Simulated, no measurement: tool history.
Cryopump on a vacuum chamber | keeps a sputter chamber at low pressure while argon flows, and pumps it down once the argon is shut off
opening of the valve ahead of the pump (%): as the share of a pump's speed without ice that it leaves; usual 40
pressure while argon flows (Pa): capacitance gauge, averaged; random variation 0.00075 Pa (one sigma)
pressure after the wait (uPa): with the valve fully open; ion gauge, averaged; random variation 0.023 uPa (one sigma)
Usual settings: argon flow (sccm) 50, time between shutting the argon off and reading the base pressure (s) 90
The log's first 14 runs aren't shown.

run	hour	argon flow (sccm)	time between shutting the argon off and reading the base pressure (s)	opening of the valve ahead of the pump (%)	pressure while argon flows (Pa)	pressure after the wait (uPa)
15	1012.3	50	82	40	0.149	1.53
16	1078.8	50	82	40	0.1494	1.59
# hour 1132.5: pump warmed up, emptied and cooled again
17	1147.5	50	76	40	0.1413	1.55
18	1199.5	50	76	45	0.127	1.61
19	1246.3	32	67	41	0.0899	1.75
20	1326.1	32	67	41	0.0902	1.85
21	1428.6	71	25	21	0.3885	3.1
22	1514.2	30	63	28	0.1245	2.05
23	1619.9	30	63	43	0.0814	2.17
24	1705.3	30	63	43	0.0843	2.25
25	1754.9	57	63	43	0.1595	2.27
# hour 1800: leaking fittings of the chamber tightened, without venting
# hour 1836.7: pump warmed up, emptied and cooled again
26	1841.7	24	63	24	0.1131	1.03
27	1925.6	86	90	37	0.2646	0.83
28	2016.6	47	84	37	0.146	0.93
29	2109.4	47	84	37	0.1478	1.01
30	2183.8	42	90	38	0.1286	1.09
31	2238.1	42	90	38	0.129	1.07
32	2314.3	42	90	38	0.1306	1.16
33	2406.6	42	90	38	0.131	1.24
34	2473.9	94	210	16	0.6798	0.94

3 ways to go on from here, each from the tool as it stands after run 34. What would each give?
A	2526.2	59	159	40	?	?
B	2526.2	95	256	40	?	?
C	2526.2	31	219	37	?	?

run	pressure while argon flows (Pa)	pressure after the wait (uPa)
A	0.1794	1.11
B	0.2865	0.97
C	0.1011	1
Without the tool's hidden state the same runs would have given:
run	pressure while argon flows (Pa)	pressure after the wait (uPa)
A	0.1673	0.53
B	0.2673	0.39
C	0.0947	0.43

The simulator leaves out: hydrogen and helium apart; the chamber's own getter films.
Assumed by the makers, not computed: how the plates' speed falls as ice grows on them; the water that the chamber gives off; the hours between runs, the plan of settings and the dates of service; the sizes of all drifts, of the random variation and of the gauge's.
